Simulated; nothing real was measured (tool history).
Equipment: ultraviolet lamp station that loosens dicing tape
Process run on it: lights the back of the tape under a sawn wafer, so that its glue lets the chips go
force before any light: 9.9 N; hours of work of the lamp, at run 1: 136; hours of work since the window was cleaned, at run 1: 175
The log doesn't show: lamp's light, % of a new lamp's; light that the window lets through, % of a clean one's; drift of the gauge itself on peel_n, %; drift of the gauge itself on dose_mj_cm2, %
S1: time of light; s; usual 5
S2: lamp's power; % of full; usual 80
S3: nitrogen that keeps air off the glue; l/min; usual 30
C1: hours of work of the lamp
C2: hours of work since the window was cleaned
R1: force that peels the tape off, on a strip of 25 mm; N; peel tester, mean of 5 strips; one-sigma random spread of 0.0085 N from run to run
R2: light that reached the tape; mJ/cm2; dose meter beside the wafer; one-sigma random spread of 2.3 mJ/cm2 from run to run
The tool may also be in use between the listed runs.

| run | hour | S1 | S2 | S3 | C1 | C2 | R1 | R2 |
|---|---|---|---|---|---|---|---|---|
| 1 | 0 | 5 | 80 | 30 | 136 | 175 | 0.437 | 226 |
| 2 | 8.8 | 5 | 80 | 30 | 141 | 180 | 0.411 | 221 |
| 3 | 17.4 | 5 | 80 | 30 | 146 | 185 | 0.432 | 221 |
| 4 | 25.8 | 5 | 80 | 30 | 151 | 190 | 0.464 | 219 |
| 5 | 31.2 | 5 | 80 | 30 | 154 | 193 | 0.458 | 217 |
| 6 | 40.9 | 5 | 80 | 30 | 160 | 199 | 0.448 | 215 |
| 7 | 48.3 | 5 | 68 | 30 | 165 | 203 | 0.687 | 184 |
| 8 | 57.5 | 5 | 73 | 30 | 170 | 209 | 0.58 | 195 |
| 9 | 66.9 | 5 | 73 | 30 | 176 | 215 | 0.597 | 198 |
| 10 | 73.2 | 5 | 73 | 30 | 179 | 218 | 0.586 | 192 |
|  | 76.3 | window cleaned of glue's vapour |
| 11 | 78.8 | 5 | 73 | 30 | 182 | 2 | 0.507 | 207 |
| 12 | 88.1 | 5 | 73 | 30 | 188 | 7 | 0.523 | 209 |
| 13 | 96.9 | 5 | 73 | 30 | 193 | 12 | 0.518 | 205 |
| 14 | 101.3 | 5 | 73 | 30 | 196 | 15 | 0.528 | 205 |
| 15 | 105.4 | 5 | 72 | 30 | 198 | 17 | 0.572 | 202 |
| 16 | 111 | 5 | 72 | 30 | 202 | 21 | 0.531 | 202 |
| 17 | 115.1 | 5 | 80 | 14 | 204 | 23 | 0.883 | 224 |
| 18 | 120.1 | 7 | 70 | 44 | 207 | 26 | 0.197 | 271 |
| 19 | 129.5 | 2 | 80 | 29 | 213 | 32 | 2.709 | 89 |
| 20 | 138.6 | 8 | 80 | 30 | 218 | 37 | 0.165 | 353 |
| 21 | 148.1 | 3 | 84 | 15 | 224 | 43 | 2.034 | 138 |
| 22 | 155.5 | 4 | 80 | 23 | 228 | 47 | 0.942 | 177 |
| 23 | 161.6 | 6 | 69 | 24 | 232 | 51 | 0.491 | 227 |
| 24 | 169 | 6 | 69 | 13 | 236 | 55 | 0.946 | 229 |
| 25 | 176.4 | 6 | 69 | 13 | 241 | 60 | 0.961 | 228 |
| 26 | 183.5 | 6 | 69 | 10 | 245 | 64 | 1.233 | 229 |
| 27 | 193.2 | 6 | 69 | 10 | 251 | 70 | 1.172 | 226 |
| 28 | 199 | 2 | 69 | 10 | 254 | 73 | 4.849 | 75 |
| 29 | 208.6 | 8 | 80 | 53 | 260 | 79 | 0.136 | 345 |
| 30 | 214.6 | 6 | 80 | 23 | 264 | 83 | 0.395 | 255 |
| 31 | 219.6 | 3 | 73 | 19 | 267 | 86 | 2.212 | 117 |
| 32 | 227.5 | 3 | 73 | 19 | 271 | 90 | 2.356 | 116 |

Forecast each of these 5 alternatives for the next run:
| A | 234.6 | 5 | 71 | 22 | 275 | 95 | ? | ? |
| B | 234.6 | 2 | 73 | 11 | 275 | 95 | ? | ? |
| C | 234.6 | 5 | 63 | 19 | 275 | 95 | ? | ? |
| D | 234.6 | 2 | 80 | 22 | 275 | 95 | ? | ? |
| E | 234.6 | 3 | 80 | 30 | 275 | 95 | ? | ? |

| run | R1 | R2 |
|---|---|---|
| A | 0.853 | 191 |
| B | 4.666 | 80 |
| C | 1.225 | 170 |
| D | 3.133 | 85 |
| E | 1.483 | 125 |
Stripped of hidden state, with their random variation kept, the same runs would have yielded:
| run | R1 | R2 |
|---|---|---|
| A | 0.639 | 216 |
| B | 4.208 | 90 |
| C | 0.946 | 192 |
| D | 2.695 | 96 |
| E | 1.165 | 143 |
